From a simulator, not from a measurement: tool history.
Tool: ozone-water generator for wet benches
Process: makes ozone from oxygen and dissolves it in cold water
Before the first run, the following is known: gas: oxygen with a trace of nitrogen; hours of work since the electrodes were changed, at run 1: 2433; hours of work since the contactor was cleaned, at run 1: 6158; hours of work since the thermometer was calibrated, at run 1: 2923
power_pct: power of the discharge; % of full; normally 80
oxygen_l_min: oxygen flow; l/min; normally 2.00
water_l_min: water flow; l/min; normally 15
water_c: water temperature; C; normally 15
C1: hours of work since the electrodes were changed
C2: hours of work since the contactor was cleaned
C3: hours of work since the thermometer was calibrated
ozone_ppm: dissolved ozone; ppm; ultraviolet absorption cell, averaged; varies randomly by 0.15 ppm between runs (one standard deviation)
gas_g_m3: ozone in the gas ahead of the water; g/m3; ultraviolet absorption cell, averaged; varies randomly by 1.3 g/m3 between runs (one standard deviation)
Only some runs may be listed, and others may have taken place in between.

Run 1, hour 0.0: usual settings; C1 2433; C2 6158; C3 2923. Result: ozone_ppm 18.7 ppm, gas_g_m3 232.0 g/m3.
Run 2, hour 58.8: usual settings but water_c 10 C; C1 2480; C2 6206; C3 2971. Result: ozone_ppm 19.6 ppm, gas_g_m3 233.9 g/m3.
Run 3, hour 132.3: usual settings but water_c 10 C; C1 2540; C2 6265; C3 3030. Result: ozone_ppm 19.8 ppm, gas_g_m3 232.1 g/m3.
Run 4, hour 218.6: usual settings; C1 2610; C2 6335; C3 3100. Result: ozone_ppm 18.6 ppm, gas_g_m3 229.1 g/m3.
Run 5, hour 305.0: usual settings; C1 2680; C2 6405; C3 3170. Result: ozone_ppm 18.7 ppm, gas_g_m3 230.8 g/m3.
Run 6, hour 392.1: usual settings; C1 2750; C2 6476; C3 3241. Result: ozone_ppm 18.6 ppm, gas_g_m3 229.0 g/m3.
Run 7, hour 454.4: usual settings; C1 2801; C2 6526; C3 3291. Result: ozone_ppm 18.7 ppm, gas_g_m3 228.4 g/m3.
Run 8, hour 510.5: usual settings; C1 2846; C2 6572; C3 3337. Result: ozone_ppm 18.9 ppm, gas_g_m3 227.7 g/m3.
Run 9, hour 598.8: usual settings; C1 2918; C2 6643; C3 3408. Result: ozone_ppm 18.8 ppm, gas_g_m3 229.1 g/m3.
Run 10, hour 642.0: usual settings but water_l_min 17 l/min; C1 2953; C2 6678; C3 3443. Result: ozone_ppm 17.0 ppm, gas_g_m3 225.9 g/m3.
Run 11, hour 705.3: usual settings but water_l_min 17 l/min; C1 3004; C2 6729; C3 3494. Result: ozone_ppm 16.8 ppm, gas_g_m3 227.5 g/m3.
Run 12, hour 754.6: usual settings but oxygen_l_min 1.53 l/min, water_l_min 17 l/min; C1 3044; C2 6769; C3 3534. Result: ozone_ppm 15.8 ppm, gas_g_m3 263.4 g/m3.
Run 13, hour 793.1: usual settings but oxygen_l_min 1.53 l/min, water_l_min 17 l/min; C1 3075; C2 6801; C3 3565. Result: ozone_ppm 15.8 ppm, gas_g_m3 263.3 g/m3.
Run 14, hour 880.5: usual settings but power_pct 63 % of full, oxygen_l_min 2.52 l/min, water_l_min 19 l/min; C1 3146; C2 6871; C3 3636. Result: ozone_ppm 13.7 ppm, gas_g_m3 173.7 g/m3.
At hour 886.6: water thermometer calibrated.
Run 15, hour 923.7: usual settings but power_pct 63 % of full, oxygen_l_min 2.52 l/min, water_l_min 19 l/min; C1 3181; C2 6906; C3 30. Result: ozone_ppm 13.7 ppm, gas_g_m3 172.1 g/m3.
At hour 930.4: gauge calibrated.
Run 16, hour 989.3: usual settings but power_pct 63 % of full, oxygen_l_min 2.52 l/min, water_l_min 19 l/min; C1 3234; C2 6959; C3 83. Result: ozone_ppm 13.8 ppm, gas_g_m3 178.7 g/m3.
Run 17, hour 1030.3: usual settings but oxygen_l_min 1.73 l/min, water_c 9 C; C1 3267; C2 6992; C3 116. Result: ozone_ppm 19.2 ppm, gas_g_m3 253.8 g/m3.
Run 18, hour 1086.5: usual settings but power_pct 52 % of full, water_l_min 13 l/min; C1 3313; C2 7038; C3 162. Result: ozone_ppm 16.5 ppm, gas_g_m3 179.2 g/m3.
Run 19, hour 1125.2: usual settings but water_c 18 C; C1 3344; C2 7069; C3 193. Result: ozone_ppm 18.3 ppm, gas_g_m3 231.9 g/m3.
Run 20, hour 1214.9: usual settings but water_c 18 C; C1 3417; C2 7142; C3 266. Result: ozone_ppm 18.2 ppm, gas_g_m3 231.4 g/m3.
Run 21, hour 1264.2: usual settings but water_c 18 C; C1 3457; C2 7182; C3 306. Result: ozone_ppm 18.3 ppm, gas_g_m3 233.2 g/m3.
Run 22, hour 1334.4: usual settings but water_c 18 C; C1 3513; C2 7239; C3 363. Result: ozone_ppm 18.0 ppm, gas_g_m3 231.3 g/m3.
Run 23, hour 1375.4: usual settings but power_pct 58 % of full, oxygen_l_min 1.70 l/min; C1 3547; C2 7272; C3 396. Result: ozone_ppm 15.0 ppm, gas_g_m3 210.3 g/m3.
Run 24, hour 1446.8: usual settings but power_pct 58 % of full, oxygen_l_min 1.70 l/min; C1 3604; C2 7330; C3 454. Result: ozone_ppm 15.3 ppm, gas_g_m3 210.4 g/m3.
Run 25, hour 1485.2: usual settings but water_l_min 13 l/min, water_c 14 C; C1 3636; C2 7361; C3 485. Result: ozone_ppm 21.4 ppm, gas_g_m3 226.6 g/m3.

4 ways to go on from here, each from the tool as it stands after run 25. What would each give?
Run A, hour 1524.8: usual settings but power_pct 59 % of full, oxygen_l_min 2.99 l/min, water_c 13 C; C1 3668; C2 7393; C3 517. Result: ozone_ppm ?, gas_g_m3 ?.
Run B, hour 1524.8: usual settings but power_pct 43 % of full; C1 3668; C2 7393; C3 517. Result: ozone_ppm ?, gas_g_m3 ?.
Run C, hour 1524.8: usual settings but oxygen_l_min 1.43 l/min, water_l_min 13 l/min, water_c 14 C; C1 3668; C2 7393; C3 517. Result: ozone_ppm ?, gas_g_m3 ?.
Run D, hour 1524.8: usual settings but water_l_min 13 l/min, water_c 13 C; C1 3668; C2 7393; C3 517. Result: ozone_ppm ?, gas_g_m3 ?.

run  ozone_ppm  gas_g_m3
  A       16.8     151.1
  B       13.2     161.0
  C       20.2     277.8
  D       21.4     228.7
Stripped of hidden state, with their random variation kept, the same runs would have yielded:
run  ozone_ppm  gas_g_m3
  A       16.8     154.2
  B       13.2     164.3
  C       20.2     283.6
  D       21.4     233.5
